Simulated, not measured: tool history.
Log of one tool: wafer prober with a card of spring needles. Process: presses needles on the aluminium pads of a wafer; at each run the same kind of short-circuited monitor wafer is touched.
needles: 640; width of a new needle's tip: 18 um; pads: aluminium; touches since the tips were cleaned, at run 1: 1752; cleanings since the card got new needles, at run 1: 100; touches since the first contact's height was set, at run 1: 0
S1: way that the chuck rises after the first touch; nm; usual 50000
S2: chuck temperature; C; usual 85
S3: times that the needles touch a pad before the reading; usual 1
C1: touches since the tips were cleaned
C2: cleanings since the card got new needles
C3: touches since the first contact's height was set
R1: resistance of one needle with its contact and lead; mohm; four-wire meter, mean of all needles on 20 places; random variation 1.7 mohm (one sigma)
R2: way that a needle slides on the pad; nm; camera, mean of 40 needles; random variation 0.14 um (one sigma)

run   hour     S1   S2  S3    C1   C2     C3   R1     R2
  1    0.0  50000   85   1  1752  100      0  224  12130
       2.0  -- tips cleaned on abrasive film
       8.1  -- tips cleaned on abrasive film
      14.7  -- tips cleaned on abrasive film
  2   15.5  50000   85   1   336  103   6081  193  12240
      21.7  -- tips cleaned on abrasive film
      28.4  -- tips cleaned on abrasive film
  3   30.5  50000  116   1   847  105  11990  212  12180
      35.1  -- tips cleaned on abrasive film
  4   39.2  50000  116   1  1657  106  15439  229  12040
      42.0  -- tips cleaned on abrasive film
      49.2  -- tips cleaned on abrasive film
  5   54.8  50000  116   1  2223  108  21574  235  11940
      55.7  -- tips cleaned on abrasive film
      62.8  -- tips cleaned on abrasive film
  6   68.2  50000  116   1  2139  110  26862  238  12020
      69.0  -- tips cleaned on abrasive film
      75.9  -- tips cleaned on abrasive film
  7   77.9  50000  116   1   793  112  30654  212  11920
      82.5  -- tips cleaned on abrasive film
      89.4  -- tips cleaned on abrasive film
  8   90.5  48000   34   2   442  114  35640  181  11650
      95.6  -- tips cleaned on abrasive film
  9   98.1  48000   34   2   973  115  38614  192  11550
     102.1  -- tips cleaned on abrasive film
     108.9  -- tips cleaned on abrasive film
 10  113.5  48000   34   2  1837  117  44703  208  11430
     115.5  -- tips cleaned on abrasive film
     122.5  -- tips cleaned on abrasive film
 11  122.5  32000   75   2     0  119  48206  204   7500
     129.2  -- tips cleaned on abrasive film
     135.7  -- tips cleaned on abrasive film
 12  137.0  32000   75   2   484  121  53921  222   7460
     142.0  -- tips cleaned on abrasive film
     148.4  -- tips cleaned on abrasive film
 13  148.4  33000   87   2     0  123  58418  208   7840

Forecast each of these 3 alternatives for the next run:
     155.2  -- tips cleaned on abrasive film
  A  156.0  51000  87   2  326  124  61408   ?   ?
     155.2  -- tips cleaned on abrasive film
  B  156.0  58000  85   1  326  124  61408   ?   ?
     155.2  -- tips cleaned on abrasive film
  C  156.0  49000  31   1  326  124  61408   ?   ?

run   R1     R2
  A  188  12010
  B  188  14070
  C  185  11690
Without the tool's hidden state the same runs would have given:
run   R1     R2
  A  175  12420
  B  172  14480
  C  164  12100

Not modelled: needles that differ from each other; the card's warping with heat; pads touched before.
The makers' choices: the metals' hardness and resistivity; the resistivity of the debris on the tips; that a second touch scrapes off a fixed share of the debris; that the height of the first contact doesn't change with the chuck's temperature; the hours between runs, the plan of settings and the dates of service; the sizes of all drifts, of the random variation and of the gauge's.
